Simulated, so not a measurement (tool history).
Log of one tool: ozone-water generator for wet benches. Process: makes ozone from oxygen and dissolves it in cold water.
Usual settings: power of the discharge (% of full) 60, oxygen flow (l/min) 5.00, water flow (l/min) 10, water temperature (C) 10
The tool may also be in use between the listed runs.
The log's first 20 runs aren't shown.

| run | hour | power of the discharge (% of full) | oxygen flow (l/min) | water flow (l/min) | water temperature (C) | hours of work since the electrodes were changed | hours of work since the contactor was cleaned | hours of work since the thermometer was calibrated | dissolved ozone (ppm) | ozone in the gas ahead of the water (g/m3) |
|---|---|---|---|---|---|---|---|---|---|---|
| 21 | 482.9 | 49 | 6.04 | 14 | 16 | 1277 | 1957 | 3157 | 20.5 | 169.9 |
| 22 | 502.2 | 49 | 6.30 | 14 | 16 | 1294 | 1974 | 3173 | 20.3 | 164.0 |
| 23 | 518.7 | 49 | 6.30 | 14 | 16 | 1309 | 1988 | 3188 | 20.3 | 166.3 |
| 24 | 545.9 | 88 | 6.30 | 10 | 18 | 1333 | 2012 | 3212 | 34.1 | 238.0 |
| 25 | 560.4 | 60 | 3.53 | 9 | 6 | 1346 | 2025 | 3225 | 37.3 | 257.2 |
| 26 | 578.0 | 60 | 3.53 | 9 | 6 | 1361 | 2040 | 3240 | 36.8 | 256.5 |
| 27 | 603.2 | 65 | 5.63 | 13 | 8 | 1383 | 2063 | 3262 | 29.4 | 210.4 |
| 28 | 617.9 | 65 | 5.63 | 13 | 8 | 1396 | 2075 | 3275 | 29.4 | 209.1 |
| 29 | 650.9 | 65 | 5.63 | 13 | 8 | 1425 | 2104 | 3304 | 29.3 | 210.0 |
| 30 | 668.7 | 65 | 5.63 | 13 | 8 | 1441 | 2120 | 3320 | 29.3 | 209.4 |
| 31 | 689.9 | 65 | 3.38 | 13 | 8 | 1460 | 2139 | 3339 | 28.9 | 277.4 |

The next listed run, before its measurement:
| 32 | 708.2 | 65 | 3.38 | 13 | 8 | 1476 | 2155 | 3355 | ? | ? |

Run 32 gave dissolved ozone (ppm) 29.1, ozone in the gas ahead of the water (g/m3) 276.4.
Without the tool's hidden state the same run would have given dissolved ozone (ppm) 29.1, ozone in the gas ahead of the water (g/m3) 276.4.
